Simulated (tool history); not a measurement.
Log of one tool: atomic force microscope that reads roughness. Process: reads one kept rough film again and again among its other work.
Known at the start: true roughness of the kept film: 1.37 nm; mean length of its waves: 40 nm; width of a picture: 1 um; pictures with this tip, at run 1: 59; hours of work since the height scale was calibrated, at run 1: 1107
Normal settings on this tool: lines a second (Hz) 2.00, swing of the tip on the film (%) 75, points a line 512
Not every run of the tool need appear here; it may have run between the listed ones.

run	hour	lines a second (Hz)	swing of the tip on the film (%)	points a line	pictures with this tip	hours of work since the height scale was calibrated	roughness of the kept film (nm (root mean square))
1	0.0	2.00	75	512	59	1107	1.233
# hour 41.1: new tip fitted
2	44.1	2.00	75	524	2	1125	1.258
3	101.3	1.39	75	512	48	1149	1.261
# hour 157.1: new tip fitted
4	157.1	1.39	75	512	0	1171	1.283
5	194.8	1.73	75	512	30	1187	1.254
6	250.7	2.00	75	512	75	1210	1.225
# hour 276.4: new tip fitted
7	283.2	2.00	75	512	5	1223	1.261
8	338.0	2.00	75	512	50	1246	1.241
# hour 389.7: new tip fitted
9	410.1	2.00	75	512	16	1275	1.257
10	448.1	2.00	75	512	47	1291	1.240
11	491.5	2.00	75	512	82	1308	1.222
# hour 504.1: new tip fitted
12	550.0	2.00	75	971	37	1332	1.245
13	586.0	1.81	75	512	66	1347	1.233
# hour 622.1: new tip fitted
14	627.9	1.81	75	512	4	1364	1.264
15	700.2	2.00	75	512	63	1394	1.238
# hour 739.7: new tip fitted
16	752.6	3.44	69	748	10	1415	1.244
17	813.0	1.59	90	641	59	1440	1.204
# hour 858.0: new tip fitted
18	871.0	2.02	75	451	10	1464	1.256
19	941.8	2.02	75	451	67	1493	1.224
# hour 973.1: new tip fitted
20	1008.9	2.00	75	572	28	1520	1.246
21	1062.8	2.00	75	572	72	1542	1.227
# hour 1090.7: new tip fitted
22	1122.3	0.66	56	416	25	1566	1.291
23	1187.9	2.00	75	1004	78	1593	1.225
# hour 1205.5: new tip fitted
24	1237.5	2.00	83	932	25	1613	1.231
25	1300.1	1.05	89	403	76	1639	1.225
# hour 1319.2: new tip fitted
26	1373.6	2.00	85	428	43	1669	1.212
# hour 1433.5: new tip fitted
27	1446.4	1.03	65	736	10	1699	1.301

What does the tool deliver on the next run?
28	1482.1	1.03	77	736	39	1714	?

roughness of the kept film (nm (root mean square)): 1.262
Minus the tool's unlogged condition, the same run would have read roughness of the kept film (nm (root mean square)) 1.300.
